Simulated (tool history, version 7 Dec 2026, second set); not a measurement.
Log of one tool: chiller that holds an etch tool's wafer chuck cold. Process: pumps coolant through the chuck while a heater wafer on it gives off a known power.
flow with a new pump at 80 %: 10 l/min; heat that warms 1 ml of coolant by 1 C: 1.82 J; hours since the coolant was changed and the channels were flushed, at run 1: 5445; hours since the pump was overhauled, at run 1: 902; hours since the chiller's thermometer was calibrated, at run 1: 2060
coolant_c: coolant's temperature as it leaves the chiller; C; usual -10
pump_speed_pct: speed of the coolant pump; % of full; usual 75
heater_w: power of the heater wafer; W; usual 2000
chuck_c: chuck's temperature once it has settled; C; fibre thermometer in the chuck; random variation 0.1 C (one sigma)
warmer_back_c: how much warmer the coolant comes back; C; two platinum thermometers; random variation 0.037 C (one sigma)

| run | hour | coolant_c | pump_speed_pct | heater_w | hours since the coolant was changed and the channels were flushed | hours since the pump was overhauled | hours since the chiller's thermometer was calibrated | chuck_c | warmer_back_c |
|---|---|---|---|---|---|---|---|---|---|
| 1 | 0 | -10 | 75 | 2000 | 5445 | 902 | 2060 | 4.2 | 7.15 |
| 2 | 17.4 | -10 | 75 | 2000 | 5463 | 920 | 2077 | 4.1 | 7.15 |
| 3 | 41.3 | -10 | 67 | 2000 | 5487 | 944 | 2101 | 5.6 | 8.12 |
| 4 | 57.3 | -10 | 67 | 2000 | 5503 | 960 | 2117 | 5.5 | 8.16 |
| 5 | 80.6 | -10 | 67 | 2000 | 5526 | 983 | 2140 | 5.6 | 8.07 |
| 6 | 105.4 | -6 | 67 | 2000 | 5551 | 1008 | 2165 | 9.7 | 8.19 |
| 7 | 136.6 | -6 | 67 | 2000 | 5582 | 1039 | 2196 | 9.4 | 8.22 |
|  | 146.8 | chiller's thermometer calibrated |
| 8 | 167.9 | -6 | 67 | 2000 | 5612 | 1069 | 21 | 9.7 | 8.31 |
| 9 | 184.6 | -6 | 67 | 2000 | 5629 | 1086 | 38 | 9.7 | 8.3 |
| 10 | 208.9 | -6 | 67 | 2000 | 5653 | 1110 | 62 | 9.7 | 8.25 |
| 11 | 229.9 | -5 | 75 | 2000 | 5674 | 1131 | 83 | 9.1 | 7.33 |
| 12 | 248.7 | -5 | 75 | 2000 | 5693 | 1150 | 102 | 9.1 | 7.38 |
| 13 | 274.6 | -10 | 75 | 2000 | 5719 | 1176 | 128 | 4 | 7.35 |
| 14 | 305.4 | -10 | 75 | 2000 | 5750 | 1207 | 159 | 4.1 | 7.37 |
| 15 | 322.9 | -10 | 75 | 2000 | 5767 | 1224 | 176 | 4.4 | 7.45 |
|  | 343.7 | gauge calibrated |
| 16 | 350.9 | -10 | 75 | 2000 | 5795 | 1252 | 204 | 4.1 | 7.11 |
| 17 | 371 | -10 | 75 | 2000 | 5815 | 1272 | 224 | 4.1 | 7.17 |
| 18 | 392.4 | -19 | 67 | 1612 | 5837 | 1294 | 246 | -6.4 | 6.62 |
| 19 | 418.2 | -3 | 71 | 1613 | 5863 | 1320 | 271 | 9 | 6.16 |
| 20 | 449.8 | -6 | 62 | 1383 | 5894 | 1351 | 303 | 5.5 | 6.23 |
| 21 | 472.4 | -3 | 66 | 2000 | 5917 | 1374 | 326 | 12.9 | 8.3 |
| 22 | 491.8 | -16 | 60 | 1954 | 5936 | 1393 | 345 | 0.8 | 9.18 |
| 23 | 514.3 | -16 | 60 | 1954 | 5959 | 1416 | 368 | 0.8 | 9.12 |
| 24 | 538.2 | -10 | 75 | 1919 | 5983 | 1440 | 391 | 3.5 | 7.06 |
| 25 | 570.3 | -10 | 75 | 1919 | 6015 | 1472 | 424 | 3.4 | 7.08 |
| 26 | 585.7 | -16 | 75 | 2000 | 6030 | 1487 | 439 | -1.9 | 7.36 |
| 27 | 616.1 | -8 | 89 | 2000 | 6060 | 1518 | 469 | 4.1 | 6.11 |
| 28 | 640.7 | -8 | 89 | 2000 | 6085 | 1542 | 494 | 4.3 | 6.14 |
| 29 | 668.8 | -5 | 75 | 2000 | 6113 | 1570 | 522 | 9.1 | 7.37 |

Forecast each of these 4 alternatives for the next run:
| A | 692.1 | -13 | 93 | 2000 | 6136 | 1593 | 545 | ? | ? |
| B | 692.1 | -4 | 75 | 1439 | 6136 | 1593 | 545 | ? | ? |
| C | 692.1 | -16 | 75 | 1491 | 6136 | 1593 | 545 | ? | ? |
| D | 692.1 | -5 | 84 | 1193 | 6136 | 1593 | 545 | ? | ? |

| run | chuck_c | warmer_back_c |
|---|---|---|
| A | -1.4 | 5.81 |
| B | 6.3 | 5.47 |
| C | -5.5 | 5.61 |
| D | 2.5 | 4.06 |
Without the tool's hidden state the same runs would have given:
| run | chuck_c | warmer_back_c |
|---|---|---|
| A | -1.4 | 5.47 |
| B | 6.3 | 5.14 |
| C | -5.5 | 5.27 |
| D | 2.5 | 3.73 |

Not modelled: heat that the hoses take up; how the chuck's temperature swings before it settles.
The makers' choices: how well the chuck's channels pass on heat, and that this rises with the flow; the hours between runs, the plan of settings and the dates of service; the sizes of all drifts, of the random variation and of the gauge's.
